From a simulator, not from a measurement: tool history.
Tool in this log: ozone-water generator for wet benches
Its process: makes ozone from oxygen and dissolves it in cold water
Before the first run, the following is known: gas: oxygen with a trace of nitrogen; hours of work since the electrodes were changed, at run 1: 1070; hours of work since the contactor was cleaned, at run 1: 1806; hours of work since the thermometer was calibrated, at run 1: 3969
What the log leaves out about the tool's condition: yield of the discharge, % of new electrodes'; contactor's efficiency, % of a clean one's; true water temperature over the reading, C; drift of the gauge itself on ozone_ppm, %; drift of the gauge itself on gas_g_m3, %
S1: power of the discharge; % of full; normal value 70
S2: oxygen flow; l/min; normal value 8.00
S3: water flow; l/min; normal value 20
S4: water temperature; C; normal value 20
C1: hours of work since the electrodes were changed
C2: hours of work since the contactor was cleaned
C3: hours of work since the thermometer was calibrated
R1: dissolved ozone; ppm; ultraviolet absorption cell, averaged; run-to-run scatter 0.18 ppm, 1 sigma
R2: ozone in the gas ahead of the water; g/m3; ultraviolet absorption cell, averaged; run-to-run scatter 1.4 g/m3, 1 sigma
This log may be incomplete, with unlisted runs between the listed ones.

run	hour	S1	S2	S3	S4	C1	C2	C3	R1	R2
1	0.0	70	8.00	20	20	1070	1806	3969	25.1	258.6
2	52.4	70	8.00	31	20	1117	1853	4017	17.8	255.2
3	110.1	70	8.00	20	25	1169	1905	4069	23.0	257.5
4	168.9	70	8.00	20	25	1222	1958	4121	23.0	256.5
5	228.3	70	8.00	20	25	1275	2012	4175	22.8	257.1
# hour 320.2: water thermometer calibrated
6	329.6	70	8.00	20	20	1366	2102	8	25.4	256.5
7	421.3	70	8.00	20	20	1448	2185	91	25.2	254.4
8	461.6	70	8.00	20	20	1485	2221	127	24.8	253.9
9	502.9	70	8.00	20	20	1522	2259	164	25.3	254.3
10	593.9	70	8.00	20	20	1604	2340	246	25.1	252.3
11	636.4	70	8.00	20	20	1642	2379	285	25.0	253.7
12	721.4	70	8.00	22	20	1719	2455	361	23.4	252.1
13	774.6	70	8.00	20	20	1766	2503	409	25.4	251.8
14	874.7	70	8.00	20	20	1857	2593	499	25.2	250.8
# hour 920.1: gauge calibrated
15	926.6	51	8.00	20	20	1903	2640	546	20.3	208.9
16	992.9	51	8.00	28	20	1963	2700	605	15.9	208.0
17	1070.0	51	12.29	20	20	2032	2769	675	19.9	173.2
18	1151.1	70	8.00	23	15	2105	2842	748	24.8	254.5
19	1193.4	43	4.46	28	13	2143	2880	786	13.6	234.8
20	1291.9	43	4.46	28	13	2232	2969	875	13.6	236.0
21	1381.0	44	5.25	13	24	2312	3049	955	23.3	224.4
22	1449.6	44	5.97	14	24	2374	3111	1017	22.0	213.2
23	1512.4	44	5.97	14	25	2431	3167	1073	21.8	209.6
24	1556.2	72	6.11	12	20	2470	3207	1113	36.5	288.5
25	1605.0	72	6.11	12	20	2514	3251	1156	36.7	286.3
26	1650.7	72	6.11	12	20	2555	3292	1198	36.3	289.1
27	1701.5	72	7.73	15	20	2601	3337	1243	31.4	260.9
28	1800.9	56	7.73	15	13	2690	3427	1333	30.3	218.0
29	1873.5	68	6.73	15	13	2756	3492	1398	34.3	266.6
30	1919.1	68	6.73	15	13	2797	3533	1439	34.2	261.8
31	1974.3	97	8.00	20	23	2846	3583	1489	30.0	311.7

Consider 4 possible next runs. They are alternatives, not a sequence: every one starts from the tool as it was left by run 31. What does each give?
A	2063.2	85	12.88	15	23	2926	3663	1569	?	?
B	2063.2	70	8.00	20	18	2926	3663	1569	?	?
C	2063.2	68	4.68	20	18	2926	3663	1569	?	?
D	2063.2	70	8.00	18	17	2926	3663	1569	?	?

run	R1	R2
A	30.8	229.4
B	25.8	250.3
C	24.8	310.1
D	28.8	249.5
Without the tool's unlogged condition, the same runs would have read:
run	R1	R2
A	30.8	237.9
B	25.8	259.4
C	24.9	321.4
D	28.8	258.7
